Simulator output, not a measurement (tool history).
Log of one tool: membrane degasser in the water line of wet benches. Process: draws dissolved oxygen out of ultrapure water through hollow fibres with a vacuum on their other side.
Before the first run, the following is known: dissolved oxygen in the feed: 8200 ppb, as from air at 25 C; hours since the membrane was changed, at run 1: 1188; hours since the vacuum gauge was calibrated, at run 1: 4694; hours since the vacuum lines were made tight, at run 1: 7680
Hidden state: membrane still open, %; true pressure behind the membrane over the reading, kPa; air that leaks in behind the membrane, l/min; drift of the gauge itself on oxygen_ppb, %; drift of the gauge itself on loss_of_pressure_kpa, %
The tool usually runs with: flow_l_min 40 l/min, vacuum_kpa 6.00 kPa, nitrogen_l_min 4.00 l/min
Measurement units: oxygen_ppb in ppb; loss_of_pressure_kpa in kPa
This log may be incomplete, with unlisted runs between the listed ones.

run    hour  flow_l_min  vacuum_kpa  nitrogen_l_min  hours since the membrane was changed  hours since the vacuum gauge was calibrated  hours since the vacuum lines were made tight  oxygen_ppb  loss_of_pressure_kpa
  1     0.0          40        6.00            4.00                                  1188                                         4694                                          7680        83.4                 52.76
  2    59.9          40        6.00            4.00                                  1248                                         4754                                          7739        81.6                 53.15
  3   150.9          40        6.00            4.00                                  1339                                         4845                                          7831        82.1                 53.04
  4   235.8          40        6.00            4.00                                  1424                                         4929                                          7915        84.6                 53.03
  5   295.3          40        6.00            4.00                                  1484                                         4989                                          7975        81.8                 52.40
  6   359.8          40        6.00            4.00                                  1548                                         5053                                          8039        83.0                 53.34
  7   425.5          40        6.00            4.00                                  1614                                         5119                                          8105        82.9                 53.40
  8   484.9          40        5.32            4.00                                  1673                                         5179                                          8164        66.6                 53.26
  9   574.4          40        5.32            4.00                                  1763                                         5268                                          8254        66.9                 52.81
 10   622.8          40        5.32            4.00                                  1811                                         5316                                          8302        67.8                 52.91
      641.6  -- vacuum gauge calibrated
 11   696.8          40        6.00            4.00                                  1885                                           55                                          8376        83.2                 53.39
 12   775.6          40        6.00            4.00                                  1963                                          134                                          8455        83.4                 53.64
 13   870.1          40        6.00            4.00                                  2058                                          229                                          8549        82.8                 53.50
 14   942.5          40        6.00            3.52                                  2130                                          301                                          8622        91.2                 53.55
 15  1039.2          40        6.00            4.00                                  2227                                          398                                          8718        83.3                 53.58
 16  1097.4          40        6.00            4.00                                  2285                                          456                                          8777        83.7                 53.63
 17  1138.3          41       12.36            5.17                                  2326                                          497                                          8817       190.5                 54.83
 18  1179.7          41       12.36            5.17                                  2368                                          538                                          8859       188.0                 54.57
 19  1218.7          41       12.36            5.17                                  2407                                          577                                          8898       187.7                 54.75
 20  1278.8          41       12.36            5.17                                  2467                                          637                                          8958       187.4                 54.54
 21  1340.8          26       10.07            4.00                                  2529                                          699                                          9020       108.7                 35.15
 22  1409.3          35        6.54            1.75                                  2597                                          768                                          9088       155.7                 47.28
 23  1451.2          46        7.97            4.00                                  2639                                          810                                          9130       161.6                 61.84
 24  1501.8          35        8.62            4.00                                  2690                                          860                                          9181       121.2                 47.05
 25  1586.9          40        7.99            4.00                                  2775                                          945                                          9266       129.8                 53.80
 26  1679.8          55        9.25            8.35                                  2868                                         1038                                          9359       159.1                 73.94
 27  1721.6          55        9.25            2.40                                  2909                                         1080                                          9401       354.5                 73.72
 28  1764.1          38        5.76            2.40                                  2952                                         1122                                          9443       102.9                 51.27
 29  1833.5          40        7.38            5.81                                  3021                                         1192                                          9513        85.8                 54.19
 30  1878.3          40        7.38            5.81                                  3066                                         1237                                          9557        85.0                 53.65
     1930.8  -- gauge calibrated
 31  1937.3          40        7.38            5.81                                  3125                                         1296                                          9616        84.8                 52.68
 32  2026.4          27        6.54            4.00                                  3214                                         1385                                          9705        55.5                 35.64

Hidden condition of the tool, last listed run before each entry between runs versus first listed run after:
In the gap between runs 10 and 11: vacuum gauge calibrated (hour 641.6)
  drift of the gauge itself on loss_of_pressure_kpa, %: 0.8 -> 0.9
  difference, measured minus the result without the unlogged condition, loss_of_pressure_kpa: +0.43 -> +0.49 kPa
In the gap between runs 30 and 31: gauge calibrated (hour 1930.8)
  drift of the gauge itself on loss_of_pressure_kpa, %: 2.42 -> 0.01
  difference, measured minus the result without the unlogged condition, loss_of_pressure_kpa: +1.29 -> +0.02 kPa
